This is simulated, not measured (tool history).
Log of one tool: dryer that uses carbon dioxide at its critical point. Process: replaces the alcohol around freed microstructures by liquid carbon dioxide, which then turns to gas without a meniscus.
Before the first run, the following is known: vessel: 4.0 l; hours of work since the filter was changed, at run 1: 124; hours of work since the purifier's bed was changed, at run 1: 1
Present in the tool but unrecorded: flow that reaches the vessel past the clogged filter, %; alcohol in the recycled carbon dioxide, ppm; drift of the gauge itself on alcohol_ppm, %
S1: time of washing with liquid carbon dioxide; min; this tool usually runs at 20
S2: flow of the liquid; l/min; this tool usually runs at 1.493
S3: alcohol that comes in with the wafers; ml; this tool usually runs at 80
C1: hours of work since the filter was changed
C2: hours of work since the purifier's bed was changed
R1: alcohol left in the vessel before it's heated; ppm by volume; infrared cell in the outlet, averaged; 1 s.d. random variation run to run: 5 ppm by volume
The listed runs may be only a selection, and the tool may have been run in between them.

{"run": 1, "hour": 0.0, "S1": 20, "S2": 1.493, "S3": 80, "C1": 124, "C2": 1, "R1": 52}
{"run": 2, "hour": 6.9, "S1": 23, "S2": 1.493, "S3": 80, "C1": 128, "C2": 4, "R1": 26}
{"run": 3, "hour": 14.2, "S1": 23, "S2": 1.493, "S3": 80, "C1": 131, "C2": 8, "R1": 20}
{"run": 4, "hour": 19.9, "S1": 17, "S2": 1.493, "S3": 80, "C1": 134, "C2": 10, "R1": 121}
{"run": 5, "hour": 29.2, "S1": 17, "S2": 1.41, "S3": 80, "C1": 139, "C2": 15, "R1": 172}
{"run": 6, "hour": 38.3, "S1": 16, "S2": 1.493, "S3": 80, "C1": 143, "C2": 19, "R1": 165}
{"run": 7, "hour": 48.3, "S1": 20, "S2": 1.94, "S3": 80, "C1": 148, "C2": 24, "R1": 10}
{"run": 8, "hour": 54.0, "S1": 20, "S2": 1.97, "S3": 80, "C1": 151, "C2": 27, "R1": 14}
{"hour": 58.1, "done": "inlet filter changed"}
{"run": 9, "hour": 65.5, "S1": 20, "S2": 1.97, "S3": 80, "C1": 4, "C2": 32, "R1": 19}
{"run": 10, "hour": 71.7, "S1": 20, "S2": 1.97, "S3": 80, "C1": 7, "C2": 35, "R1": 5}
{"run": 11, "hour": 78.7, "S1": 20, "S2": 1.493, "S3": 63, "C1": 10, "C2": 39, "R1": 29}
{"run": 12, "hour": 84.1, "S1": 21, "S2": 1.493, "S3": 80, "C1": 13, "C2": 41, "R1": 22}
{"run": 13, "hour": 94.4, "S1": 21, "S2": 1.493, "S3": 80, "C1": 18, "C2": 46, "R1": 18}
{"run": 14, "hour": 100.1, "S1": 17, "S2": 1.493, "S3": 80, "C1": 20, "C2": 49, "R1": 66}
{"run": 15, "hour": 109.0, "S1": 20, "S2": 1.493, "S3": 80, "C1": 25, "C2": 53, "R1": 29}
{"run": 16, "hour": 118.0, "S1": 20, "S2": 1.493, "S3": 80, "C1": 29, "C2": 58, "R1": 30}
{"run": 17, "hour": 127.0, "S1": 20, "S2": 1.493, "S3": 80, "C1": 33, "C2": 62, "R1": 29}
{"run": 18, "hour": 132.2, "S1": 20, "S2": 1.493, "S3": 80, "C1": 36, "C2": 65, "R1": 43}
{"run": 19, "hour": 138.4, "S1": 17, "S2": 1.493, "S3": 80, "C1": 39, "C2": 68, "R1": 62}
{"run": 20, "hour": 148.8, "S1": 20, "S2": 1.493, "S3": 80, "C1": 44, "C2": 73, "R1": 27}
{"run": 21, "hour": 154.5, "S1": 20, "S2": 1.53, "S3": 70, "C1": 47, "C2": 75, "R1": 23}
{"run": 22, "hour": 162.5, "S1": 19, "S2": 1.493, "S3": 51, "C1": 51, "C2": 79, "R1": 20}
{"run": 23, "hour": 167.1, "S1": 13, "S2": 1.95, "S3": 43, "C1": 53, "C2": 82, "R1": 36}
{"run": 24, "hour": 175.0, "S1": 20, "S2": 1.35, "S3": 94, "C1": 57, "C2": 85, "R1": 69}
{"run": 25, "hour": 184.8, "S1": 20, "S2": 1.19, "S3": 22, "C1": 62, "C2": 90, "R1": 41}
{"run": 26, "hour": 190.2, "S1": 16, "S2": 1.75, "S3": 53, "C1": 64, "C2": 93, "R1": 29}
{"run": 27, "hour": 198.8, "S1": 18, "S2": 1.493, "S3": 42, "C1": 68, "C2": 97, "R1": 36}
{"run": 28, "hour": 207.2, "S1": 18, "S2": 1.493, "S3": 42, "C1": 72, "C2": 101, "R1": 44}
{"run": 29, "hour": 214.3, "S1": 20, "S2": 1.99, "S3": 35, "C1": 76, "C2": 104, "R1": 16}
{"run": 30, "hour": 219.9, "S1": 20, "S2": 0.91, "S3": 80, "C1": 79, "C2": 107, "R1": 451}
{"run": 31, "hour": 224.9, "S1": 20, "S2": 1.09, "S3": 80, "C1": 81, "C2": 110, "R1": 208}

For run 32, what comes out?
{"run": 32, "hour": 234.3, "S1": 20, "S2": 1.09, "S3": 80, "C1": 86, "C2": 114, "R1": "?"}

{"run 32": {"R1": 212}}
The same run, on a tool lacking any hidden state, would have yielded R1 131 ppm by volume.

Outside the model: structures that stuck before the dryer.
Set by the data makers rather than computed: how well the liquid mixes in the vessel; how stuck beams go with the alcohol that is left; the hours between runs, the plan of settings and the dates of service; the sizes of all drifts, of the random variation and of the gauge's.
